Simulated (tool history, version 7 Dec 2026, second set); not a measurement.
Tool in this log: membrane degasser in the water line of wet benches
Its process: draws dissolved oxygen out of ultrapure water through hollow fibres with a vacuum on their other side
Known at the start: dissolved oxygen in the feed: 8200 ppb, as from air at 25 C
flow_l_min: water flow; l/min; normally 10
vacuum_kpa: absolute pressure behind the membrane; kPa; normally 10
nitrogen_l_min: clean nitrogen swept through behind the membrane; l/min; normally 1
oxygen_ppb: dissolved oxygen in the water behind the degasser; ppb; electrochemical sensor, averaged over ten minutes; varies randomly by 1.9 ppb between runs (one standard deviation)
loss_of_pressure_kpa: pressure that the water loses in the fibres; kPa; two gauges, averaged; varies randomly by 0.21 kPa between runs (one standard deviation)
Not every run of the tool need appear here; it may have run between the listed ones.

run    hour  flow_l_min  vacuum_kpa  nitrogen_l_min  oxygen_ppb  loss_of_pressure_kpa
  1       0          10          10               1       186.8                 47.91
  2    59.2          10          10               1       181.6                 48.18
  3     125          10          10               1       183.9                 48.17
  4   226.4          10          10               1       184.5                 48.26
  5   320.3          10          10               1       186.8                 48.59
  6   423.2           7          10               1       121.3                 34.48
  7   521.4           7          10               1       119.5                 34.24
  8   572.1           7          10               1       119.5                 34.29
  9   623.6           7          10               1       120.1                 33.97
 10   679.7           7          10               1       119.2                 34.37
        754  -- seals of the vacuum lines changed
 11   781.5           7          10               1         119                 34.54
 12   846.8           7          10               1       117.9                 34.41
 13   890.2           7          10               1       120.5                 34.98
      903.2  -- gauge calibrated
 14   937.8          10         9.4               1       170.5                 47.68
 15   994.4          10         9.4               1       170.3                 48.13
 16  1094.1          10         9.4               1       171.3                 48.13
 17  1167.9          10        16.1            0.92       339.8                 48.11
 18  1215.4          10        18.4               1       369.7                  48.2
 19  1294.9          10        11.4               2       127.3                 48.44
 20  1363.9          10        11.4               2       128.6                 48.44

What will run 21 give?
 21  1416          10        11.4               2           ?                     ?

Run 21 measured oxygen_ppb 125 ppb, loss_of_pressure_kpa 49.07 kPa.
Minus the tool's unlogged condition, the same run would have read oxygen_ppb 124.9 ppb, loss_of_pressure_kpa 48.26 kPa.
